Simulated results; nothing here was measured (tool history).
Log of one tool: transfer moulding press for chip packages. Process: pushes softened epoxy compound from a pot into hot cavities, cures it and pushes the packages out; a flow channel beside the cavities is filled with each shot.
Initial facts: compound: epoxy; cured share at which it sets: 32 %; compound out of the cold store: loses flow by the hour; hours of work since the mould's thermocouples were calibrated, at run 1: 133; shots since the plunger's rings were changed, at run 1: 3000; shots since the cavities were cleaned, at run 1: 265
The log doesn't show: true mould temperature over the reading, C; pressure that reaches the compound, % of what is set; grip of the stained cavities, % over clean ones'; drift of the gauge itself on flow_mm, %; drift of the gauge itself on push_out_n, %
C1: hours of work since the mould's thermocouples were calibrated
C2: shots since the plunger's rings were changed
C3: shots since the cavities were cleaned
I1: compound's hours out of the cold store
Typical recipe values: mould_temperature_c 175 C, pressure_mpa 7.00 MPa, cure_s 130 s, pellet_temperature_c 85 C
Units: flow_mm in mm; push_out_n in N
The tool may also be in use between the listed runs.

Run 1, day 0.000: usual settings; C1 133; C2 3000; C3 265; I1 12.2. Result: flow_mm 887 mm, push_out_n 374 N.
Run 2, day 0.521: usual settings but cure_s 143 s; C1 139; C2 3091; C3 356; I1 18.0. Result: flow_mm 830 mm, push_out_n 356 N.
Run 3, day 0.862: usual settings but pressure_mpa 7.55 MPa; C1 143; C2 3150; C3 415; I1 14.3. Result: flow_mm 908 mm, push_out_n 386 N.
Run 4, day 1.104: usual settings; C1 145; C2 3192; C3 457; I1 33.8. Result: flow_mm 766 mm, push_out_n 414 N.
Run 5, day 1.662: usual settings but pressure_mpa 7.02 MPa; C1 152; C2 3289; C3 554; I1 24.8. Result: flow_mm 817 mm, push_out_n 433 N.
Run 6, day 2.150: usual settings but pellet_temperature_c 83 C; C1 157; C2 3374; C3 639; I1 31.0. Result: flow_mm 769 mm, push_out_n 439 N.
Run 7, day 2.467: usual settings but pellet_temperature_c 83 C; C1 161; C2 3430; C3 695; I1 43.6. Result: flow_mm 704 mm, push_out_n 431 N.
Run 8, day 3.050: usual settings but pellet_temperature_c 83 C; C1 168; C2 3531; C3 796; I1 16.9. Result: flow_mm 837 mm, push_out_n 461 N.
Run 9, day 3.342: usual settings but pellet_temperature_c 83 C; C1 171; C2 3582; C3 847; I1 25.4. Result: flow_mm 788 mm, push_out_n 469 N.
Run 10, day 3.733: usual settings but pellet_temperature_c 83 C; C1 175; C2 3650; C3 915; I1 12.4. Result: flow_mm 863 mm, push_out_n 493 N.
Run 11, day 4.321: usual settings but pellet_temperature_c 83 C; C1 182; C2 3753; C3 1018; I1 14.4. Result: flow_mm 854 mm, push_out_n 500 N.
Run 12, day 4.617: usual settings but pellet_temperature_c 83 C; C1 186; C2 3804; C3 1069; I1 9.6. Result: flow_mm 880 mm, push_out_n 517 N.
Run 13, day 4.904: usual settings but pellet_temperature_c 83 C; C1 189; C2 3854; C3 1119; I1 11.9. Result: flow_mm 869 mm, push_out_n 522 N.
At day 5.058: cavities cleaned with cleaning compound and waxed.
Run 14, day 5.512: usual settings but pellet_temperature_c 83 C; C1 195; C2 3949; C3 79; I1 35.7. Result: flow_mm 729 mm, push_out_n 302 N.
Run 15, day 5.854: usual settings but cure_s 122 s, pellet_temperature_c 92 C; C1 199; C2 4008; C3 138; I1 32.7. Result: flow_mm 746 mm, push_out_n 340 N.
Run 16, day 6.175: usual settings but mould_temperature_c 179 C, pressure_mpa 5.42 MPa, cure_s 169 s, pellet_temperature_c 79 C; C1 203; C2 4065; C3 195; I1 34.2. Result: flow_mm 656 mm, push_out_n 295 N.
Run 17, day 6.754: usual settings but mould_temperature_c 170 C, pressure_mpa 7.73 MPa, cure_s 142 s, pellet_temperature_c 82 C; C1 209; C2 4166; C3 296; I1 24.3. Result: flow_mm 845 mm, push_out_n 407 N.
Run 18, day 7.125: usual settings but pressure_mpa 8.39 MPa; C1 214; C2 4230; C3 360; I1 33.6. Result: flow_mm 818 mm, push_out_n 381 N.
Run 19, day 7.396: usual settings but mould_temperature_c 170 C, pressure_mpa 7.53 MPa; C1 217; C2 4277; C3 407; I1 31.3. Result: flow_mm 780 mm, push_out_n 476 N.
Run 20, day 7.675: usual settings but mould_temperature_c 178 C, pressure_mpa 7.53 MPa, cure_s 113 s, pellet_temperature_c 80 C; C1 220; C2 4326; C3 456; I1 15.1. Result: flow_mm 868 mm, push_out_n 438 N.
Run 21, day 8.088: usual settings but mould_temperature_c 178 C, pressure_mpa 6.34 MPa, cure_s 157 s, pellet_temperature_c 78 C; C1 225; C2 4397; C3 527; I1 19.4. Result: flow_mm 772 mm, push_out_n 381 N.
Run 22, day 8.492: usual settings but mould_temperature_c 178 C, pressure_mpa 6.34 MPa, cure_s 157 s, pellet_temperature_c 78 C; C1 229; C2 4468; C3 598; I1 33.2. Result: flow_mm 699 mm, push_out_n 377 N.
Run 23, day 8.808: usual settings but mould_temperature_c 178 C, pressure_mpa 6.34 MPa, cure_s 157 s, pellet_temperature_c 78 C; C1 233; C2 4523; C3 653; I1 9.1. Result: flow_mm 828 mm, push_out_n 384 N.
Run 24, day 9.142: usual settings but mould_temperature_c 178 C, pressure_mpa 6.34 MPa, cure_s 142 s, pellet_temperature_c 75 C; C1 237; C2 4581; C3 711; I1 8.5. Result: flow_mm 835 mm, push_out_n 407 N.
At day 9.483: plunger's sealing rings changed.
Run 25, day 9.767: usual settings but mould_temperature_c 181 C, pressure_mpa 5.95 MPa, cure_s 121 s, pellet_temperature_c 90 C; C1 243; C2 49; C3 802; I1 44.0. Result: flow_mm 681 mm, push_out_n 416 N.
Run 26, day 10.092: usual settings but mould_temperature_c 181 C, pressure_mpa 5.72 MPa, cure_s 132 s, pellet_temperature_c 77 C; C1 246; C2 106; C3 859; I1 36.2. Result: flow_mm 694 mm, push_out_n 443 N.
Run 27, day 10.346: usual settings but pressure_mpa 7.06 MPa; C1 249; C2 150; C3 903; I1 44.9. Result: flow_mm 750 mm, push_out_n 464 N.

Measured minus without-hidden-state, run by run (identical run-to-run variation in each term; gauge scatter may differ):
run  flow_mm  push_out_n
  1      -50         +92
  2      -48        +104
  3      -54        +125
  4      -46        +139
  5      -51        +160
  6      -50        +167
  7      -46        +175
  8      -56        +199
  9      -54        +204
 10      -60        +219
 11      -61        +231
 12      -64        +246
 13      -64        +247
 14      -57         +32
 15      -59         +56
 16      -52         +63
 17      -70        +111
 18      -68        +116
 19      -66        +153
 20      -74        +150
 21      -68        +138
 22      -62        +145
 23      -75        +153
 24      -77        +166
 25       -2        +179
 26       -3        +196
 27       -3        +207
